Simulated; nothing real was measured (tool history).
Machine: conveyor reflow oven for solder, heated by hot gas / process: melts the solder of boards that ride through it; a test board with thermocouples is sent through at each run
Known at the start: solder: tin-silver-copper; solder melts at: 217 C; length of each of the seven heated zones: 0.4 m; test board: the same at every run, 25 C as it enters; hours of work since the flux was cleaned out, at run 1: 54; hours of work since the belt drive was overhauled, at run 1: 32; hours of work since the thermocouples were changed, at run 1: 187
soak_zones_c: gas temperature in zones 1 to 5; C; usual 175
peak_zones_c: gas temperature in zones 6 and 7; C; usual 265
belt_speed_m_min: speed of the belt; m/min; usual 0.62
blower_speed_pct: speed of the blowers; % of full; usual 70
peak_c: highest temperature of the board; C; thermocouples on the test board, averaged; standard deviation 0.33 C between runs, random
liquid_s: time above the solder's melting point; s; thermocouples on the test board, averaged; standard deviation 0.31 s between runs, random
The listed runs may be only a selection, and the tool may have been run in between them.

| run | hour | soak_zones_c | peak_zones_c | belt_speed_m_min | blower_speed_pct | hours of work since the flux was cleaned out | hours of work since the belt drive was overhauled | hours of work since the thermocouples were changed | peak_c | liquid_s |
|---|---|---|---|---|---|---|---|---|---|---|
| 1 | 0 | 175 | 265 | 0.62 | 70 | 54 | 32 | 187 | 251.4 | 57.8 |
| 2 | 10.1 | 175 | 265 | 0.62 | 70 | 58 | 36 | 191 | 251.7 | 57.7 |
| 3 | 20.2 | 175 | 265 | 0.62 | 70 | 63 | 41 | 196 | 251.3 | 57.9 |
| 4 | 29.8 | 175 | 265 | 0.62 | 70 | 67 | 45 | 200 | 250.9 | 57.8 |
| 5 | 39.2 | 175 | 265 | 0.62 | 70 | 71 | 49 | 204 | 251.6 | 57.6 |
| 6 | 48.8 | 175 | 265 | 0.62 | 70 | 75 | 53 | 208 | 251.1 | 57.7 |
| 7 | 56.7 | 175 | 265 | 0.62 | 70 | 78 | 56 | 211 | 251.4 | 57.1 |
| 8 | 67.2 | 175 | 265 | 0.62 | 70 | 82 | 60 | 215 | 250.8 | 57.4 |
| 9 | 77.4 | 175 | 265 | 0.62 | 70 | 87 | 65 | 220 | 251.7 | 58.4 |
| 10 | 84.6 | 175 | 265 | 0.62 | 70 | 90 | 68 | 223 | 250.7 | 57.4 |
| 11 | 95.5 | 175 | 265 | 0.605 | 70 | 94 | 72 | 227 | 252.2 | 59.9 |
| 12 | 105.7 | 175 | 265 | 0.62 | 70 | 99 | 77 | 232 | 251.4 | 57 |
| 13 | 118.6 | 175 | 265 | 0.62 | 70 | 104 | 82 | 237 | 250.6 | 57.6 |
| 14 | 125.8 | 184 | 265 | 0.62 | 70 | 107 | 85 | 240 | 252.7 | 62.4 |
| 15 | 135.3 | 184 | 265 | 0.62 | 70 | 111 | 89 | 244 | 252.7 | 62.6 |
| 16 | 147.4 | 184 | 265 | 0.62 | 90 | 116 | 94 | 249 | 255.2 | 64.4 |
| 17 | 156.2 | 171 | 265 | 0.62 | 74 | 120 | 98 | 253 | 250.7 | 56.8 |
| 18 | 163.3 | 171 | 265 | 0.62 | 74 | 123 | 101 | 256 | 250.8 | 56.6 |
| 19 | 175.9 | 163 | 255 | 0.727 | 64 | 128 | 106 | 261 | 233.1 | 28.3 |
| 20 | 187.6 | 163 | 256 | 0.727 | 64 | 133 | 111 | 266 | 233.4 | 29.2 |
| 21 | 199.2 | 163 | 256 | 0.727 | 64 | 138 | 116 | 271 | 234 | 29.3 |
| 22 | 208.4 | 176 | 265 | 0.62 | 89 | 142 | 120 | 275 | 254.4 | 60.8 |
| 23 | 215.1 | 176 | 265 | 0.62 | 89 | 145 | 123 | 278 | 254.1 | 60.7 |
| 24 | 227.1 | 175 | 265 | 0.721 | 70 | 150 | 128 | 283 | 245.9 | 44.7 |
| 25 | 235.1 | 175 | 265 | 0.721 | 70 | 153 | 131 | 286 | 246 | 44.2 |
| 26 | 244 | 178 | 277 | 0.547 | 70 | 157 | 135 | 290 | 265.4 | 77 |
| 27 | 251.5 | 182 | 265 | 0.642 | 70 | 160 | 138 | 293 | 250.7 | 58.6 |
| 28 | 263 | 182 | 265 | 0.642 | 70 | 165 | 143 | 298 | 251.2 | 57.9 |

Branching from run 28: 4 alternative next runs. What would each branch give?
| A | 272.5 | 182 | 265 | 0.725 | 73 | 169 | 147 | 302 | ? | ? |
| B | 272.5 | 175 | 260 | 0.62 | 70 | 169 | 147 | 302 | ? | ? |
| C | 272.5 | 182 | 257 | 0.736 | 50 | 169 | 147 | 302 | ? | ? |
| D | 272.5 | 183 | 272 | 0.642 | 88 | 169 | 147 | 302 | ? | ? |

| run | peak_c | liquid_s |
|---|---|---|
| A | 248.1 | 48.6 |
| B | 246.8 | 53.6 |
| C | 234.7 | 32.6 |
| D | 260.5 | 64.8 |
The same runs, with their run-to-run variation unchanged, on a tool lacking any hidden condition would have given:
| run | peak_c | liquid_s |
|---|---|---|
| A | 248.7 | 49.5 |
| B | 247.2 | 54.4 |
| C | 235.1 | 33.6 |
| D | 260.9 | 65.1 |
